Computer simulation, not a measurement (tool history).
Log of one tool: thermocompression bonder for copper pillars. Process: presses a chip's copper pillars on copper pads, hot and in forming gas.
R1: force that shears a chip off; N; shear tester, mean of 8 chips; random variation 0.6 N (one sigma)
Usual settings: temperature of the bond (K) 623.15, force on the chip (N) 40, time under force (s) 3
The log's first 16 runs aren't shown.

{"run": 17, "day": 6.096, "temperature of the bond (K)": 605.15, "force on the chip (N)": 58, "time under force (s)": 9, "R1": 107.2}
{"day": 6.204, "done": "force cell calibrated"}
{"run": 18, "day": 6.467, "temperature of the bond (K)": 620.15, "force on the chip (N)": 45, "time under force (s)": 8, "R1": 103.4}
{"run": 19, "day": 6.833, "temperature of the bond (K)": 620.15, "force on the chip (N)": 45, "time under force (s)": 8, "R1": 102.9}
{"day": 7.258, "done": "force cell calibrated, once more"}
{"run": 20, "day": 7.3, "temperature of the bond (K)": 623.15, "force on the chip (N)": 49, "time under force (s)": 3, "R1": 93.2}
{"run": 21, "day": 7.775, "temperature of the bond (K)": 623.15, "force on the chip (N)": 25, "time under force (s)": 5, "R1": 67.1}
{"run": 22, "day": 8.054, "temperature of the bond (K)": 606.15, "force on the chip (N)": 26, "time under force (s)": 5, "R1": 60}
{"run": 23, "day": 8.625, "temperature of the bond (K)": 620.15, "force on the chip (N)": 34, "time under force (s)": 6, "R1": 86.1}
{"run": 24, "day": 8.95, "temperature of the bond (K)": 623.15, "force on the chip (N)": 39, "time under force (s)": 3, "R1": 81.6}
{"run": 25, "day": 9.271, "temperature of the bond (K)": 623.15, "force on the chip (N)": 39, "time under force (s)": 3, "R1": 81.4}
{"run": 26, "day": 9.696, "temperature of the bond (K)": 623.15, "force on the chip (N)": 40, "time under force (s)": 2, "R1": 74.1}
{"run": 27, "day": 10.254, "temperature of the bond (K)": 623.15, "force on the chip (N)": 51, "time under force (s)": 3, "R1": 95}
{"run": 28, "day": 10.571, "temperature of the bond (K)": 623.15, "force on the chip (N)": 51, "time under force (s)": 3, "R1": 95.8}
{"run": 29, "day": 10.829, "temperature of the bond (K)": 651.15, "force on the chip (N)": 24, "time under force (s)": 5, "R1": 75.9}
{"run": 30, "day": 11.408, "temperature of the bond (K)": 604.15, "force on the chip (N)": 24, "time under force (s)": 5, "R1": 55.2}
{"run": 31, "day": 11.946, "temperature of the bond (K)": 604.15, "force on the chip (N)": 30, "time under force (s)": 5, "R1": 67.5}

4 ways to go on from here, each from the tool as it stands after run 31. What would each give?
{"run": "A", "day": 12.554, "temperature of the bond (K)": 626.15, "force on the chip (N)": 25, "time under force (s)": 2, "R1": "?"}
{"run": "B", "day": 12.554, "temperature of the bond (K)": 610.15, "force on the chip (N)": 55, "time under force (s)": 2, "R1": "?"}
{"run": "C", "day": 12.554, "temperature of the bond (K)": 623.15, "force on the chip (N)": 40, "time under force (s)": 2, "R1": "?"}
{"run": "D", "day": 12.554, "temperature of the bond (K)": 594.15, "force on the chip (N)": 33, "time under force (s)": 6, "R1": "?"}

run=A R1=49
run=B R1=86.1
run=C R1=74.9
run=D R1=71.6
Without the tool's hidden state the same runs would have given:
run=A R1=50.6
run=B R1=88.6
run=C R1=77.1
run=D R1=73.8

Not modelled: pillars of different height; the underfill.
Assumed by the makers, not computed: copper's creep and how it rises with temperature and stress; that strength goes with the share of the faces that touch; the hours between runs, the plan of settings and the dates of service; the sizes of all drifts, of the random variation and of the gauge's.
